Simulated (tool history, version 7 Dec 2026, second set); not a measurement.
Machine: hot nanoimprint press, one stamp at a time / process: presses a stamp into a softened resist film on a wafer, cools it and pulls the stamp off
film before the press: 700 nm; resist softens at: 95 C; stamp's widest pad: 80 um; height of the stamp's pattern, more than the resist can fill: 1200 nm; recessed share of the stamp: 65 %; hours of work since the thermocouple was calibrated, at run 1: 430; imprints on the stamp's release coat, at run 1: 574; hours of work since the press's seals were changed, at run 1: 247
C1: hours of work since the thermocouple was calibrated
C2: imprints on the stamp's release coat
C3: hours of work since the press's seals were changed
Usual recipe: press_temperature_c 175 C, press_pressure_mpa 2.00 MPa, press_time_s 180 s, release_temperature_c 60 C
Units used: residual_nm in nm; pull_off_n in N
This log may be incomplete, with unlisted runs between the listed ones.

{"run": 1, "hour": 0.0, "press_temperature_c": 175, "press_pressure_mpa": 2.0, "press_time_s": 180, "release_temperature_c": 60, "C1": 430, "C2": 574, "C3": 247, "residual_nm": 267.0, "pull_off_n": 280}
{"run": 2, "hour": 15.2, "press_temperature_c": 175, "press_pressure_mpa": 2.0, "press_time_s": 180, "release_temperature_c": 60, "C1": 437, "C2": 615, "C3": 254, "residual_nm": 266.7, "pull_off_n": 277}
{"run": 3, "hour": 34.6, "press_temperature_c": 175, "press_pressure_mpa": 2.0, "press_time_s": 180, "release_temperature_c": 60, "C1": 446, "C2": 667, "C3": 263, "residual_nm": 267.1, "pull_off_n": 294}
{"run": 4, "hour": 50.0, "press_temperature_c": 175, "press_pressure_mpa": 2.0, "press_time_s": 180, "release_temperature_c": 60, "C1": 453, "C2": 709, "C3": 270, "residual_nm": 266.4, "pull_off_n": 294}
{"run": 5, "hour": 65.4, "press_temperature_c": 175, "press_pressure_mpa": 2.0, "press_time_s": 180, "release_temperature_c": 60, "C1": 460, "C2": 750, "C3": 278, "residual_nm": 266.9, "pull_off_n": 292}
{"run": 6, "hour": 77.3, "press_temperature_c": 175, "press_pressure_mpa": 2.0, "press_time_s": 180, "release_temperature_c": 60, "C1": 465, "C2": 783, "C3": 283, "residual_nm": 267.2, "pull_off_n": 288}
{"run": 7, "hour": 97.5, "press_temperature_c": 175, "press_pressure_mpa": 2.0, "press_time_s": 180, "release_temperature_c": 60, "C1": 475, "C2": 837, "C3": 292, "residual_nm": 266.4, "pull_off_n": 301}
{"run": 8, "hour": 118.6, "press_temperature_c": 175, "press_pressure_mpa": 2.0, "press_time_s": 180, "release_temperature_c": 62, "C1": 484, "C2": 894, "C3": 302, "residual_nm": 266.0, "pull_off_n": 289}
{"hour": 129.2, "done": "plate thermocouple calibrated"}
{"run": 9, "hour": 139.0, "press_temperature_c": 171, "press_pressure_mpa": 2.2, "press_time_s": 180, "release_temperature_c": 60, "C1": 5, "C2": 941, "C3": 310, "residual_nm": 288.6, "pull_off_n": 307}
{"run": 10, "hour": 156.0, "press_temperature_c": 167, "press_pressure_mpa": 1.87, "press_time_s": 325, "release_temperature_c": 59, "C1": 12, "C2": 987, "C3": 318, "residual_nm": 298.2, "pull_off_n": 308}
{"hour": 180.3, "done": "plate thermocouple calibrated, once more"}
{"run": 11, "hour": 185.4, "press_temperature_c": 167, "press_pressure_mpa": 1.87, "press_time_s": 325, "release_temperature_c": 59, "C1": 2, "C2": 1058, "C3": 330, "residual_nm": 313.2, "pull_off_n": 327}
{"run": 12, "hour": 198.5, "press_temperature_c": 174, "press_pressure_mpa": 2.2, "press_time_s": 325, "release_temperature_c": 68, "C1": 8, "C2": 1093, "C3": 336, "residual_nm": 216.6, "pull_off_n": 262}
{"run": 13, "hour": 210.4, "press_temperature_c": 180, "press_pressure_mpa": 1.44, "press_time_s": 325, "release_temperature_c": 68, "C1": 14, "C2": 1125, "C3": 342, "residual_nm": 217.9, "pull_off_n": 256}
{"run": 14, "hour": 222.2, "press_temperature_c": 163, "press_pressure_mpa": 2.43, "press_time_s": 347, "release_temperature_c": 66, "C1": 19, "C2": 1157, "C3": 347, "residual_nm": 316.1, "pull_off_n": 262}
{"run": 15, "hour": 236.3, "press_temperature_c": 163, "press_pressure_mpa": 2.87, "press_time_s": 97, "release_temperature_c": 52, "C1": 26, "C2": 1195, "C3": 354, "residual_nm": 438.1, "pull_off_n": 417}

Branching from run 15: 4 alternative next runs. What would each branch give?
{"run": "A", "hour": 259.8, "press_temperature_c": 180, "press_pressure_mpa": 1.96, "press_time_s": 97, "release_temperature_c": 64, "C1": 37, "C2": 1259, "C3": 364, "residual_nm": "?", "pull_off_n": "?"}
{"run": "B", "hour": 259.8, "press_temperature_c": 176, "press_pressure_mpa": 2.87, "press_time_s": 97, "release_temperature_c": 52, "C1": 37, "C2": 1259, "C3": 364, "residual_nm": "?", "pull_off_n": "?"}
{"run": "C", "hour": 259.8, "press_temperature_c": 175, "press_pressure_mpa": 2.68, "press_time_s": 237, "release_temperature_c": 54, "C1": 37, "C2": 1259, "C3": 364, "residual_nm": "?", "pull_off_n": "?"}
{"run": "D", "hour": 259.8, "press_temperature_c": 167, "press_pressure_mpa": 2.87, "press_time_s": 97, "release_temperature_c": 52, "C1": 37, "C2": 1259, "C3": 364, "residual_nm": "?", "pull_off_n": "?"}

run=A residual_nm=288.6 pull_off_n=297
run=B residual_nm=272.4 pull_off_n=426
run=C residual_nm=211.1 pull_off_n=386
run=D residual_nm=380.7 pull_off_n=422
Take away the tool's hidden state, keep each run's random variation, and the runs would have read:
run=A residual_nm=287.6 pull_off_n=206
run=B residual_nm=270.0 pull_off_n=296
run=C residual_nm=209.4 pull_off_n=268
run=D residual_nm=378.2 pull_off_n=293
